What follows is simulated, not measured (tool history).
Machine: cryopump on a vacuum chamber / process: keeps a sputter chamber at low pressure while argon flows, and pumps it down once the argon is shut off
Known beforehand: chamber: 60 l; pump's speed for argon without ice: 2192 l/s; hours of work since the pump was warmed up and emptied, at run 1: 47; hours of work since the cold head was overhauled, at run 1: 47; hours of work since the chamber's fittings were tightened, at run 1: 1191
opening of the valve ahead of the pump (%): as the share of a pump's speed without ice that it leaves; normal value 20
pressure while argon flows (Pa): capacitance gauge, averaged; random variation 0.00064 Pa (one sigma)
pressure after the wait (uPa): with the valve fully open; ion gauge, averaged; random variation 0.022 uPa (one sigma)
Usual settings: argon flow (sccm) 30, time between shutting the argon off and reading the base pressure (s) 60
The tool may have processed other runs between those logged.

run,day,argon flow (sccm),time between shutting the argon off and reading the base pressure (s),opening of the valve ahead of the pump (%),hours of work since the pump was warmed up and emptied,hours of work since the cold head was overhauled,hours of work since the chamber's fittings were tightened,pressure while argon flows (Pa),pressure after the wait (uPa)
1,0,30,60,20,47,47,1191,0.1157,1.12
2,1.342,28,60,20,70,70,1214,0.1091,1.14
3,2.917,18,60,20,97,97,1240,0.0693,1.17
4,4.512,18,60,20,123,123,1267,0.0699,1.16
5,5.896,18,60,20,147,147,1290,0.07,1.23
6,7.5,53,88,20,174,174,1317,0.2074,1.11
7,9.321,25,114,35,204,204,1348,0.057,1.03
8,11.354,17,58,45,239,239,1382,0.0305,1.31
9,12.45,55,58,43,257,257,1400,0.1023,1.32
10,14.329,55,58,43,289,289,1432,0.1038,1.29

Each row is a separate what-if for the run after 10, all from the same tool condition, not one after another. Results?
A,16.792,55,60,43,330,330,1474,?,?
B,16.792,16,60,20,330,330,1474,?,?
C,16.792,13,29,21,330,330,1474,?,?
D,16.792,53,145,54,330,330,1474,?,?
E,16.792,30,28,19,330,330,1474,?,?

run,pressure while argon flows (Pa),pressure after the wait (uPa)
A,0.1047,1.39
B,0.0632,1.37
C,0.0486,1.78
D,0.081,1.08
E,0.126,1.77
With no hidden state in the tool, these same runs would have given:
run,pressure while argon flows (Pa),pressure after the wait (uPa)
A,0.0988,0.58
B,0.0615,0.57
C,0.0472,0.97
D,0.0754,0.28
E,0.1228,0.97

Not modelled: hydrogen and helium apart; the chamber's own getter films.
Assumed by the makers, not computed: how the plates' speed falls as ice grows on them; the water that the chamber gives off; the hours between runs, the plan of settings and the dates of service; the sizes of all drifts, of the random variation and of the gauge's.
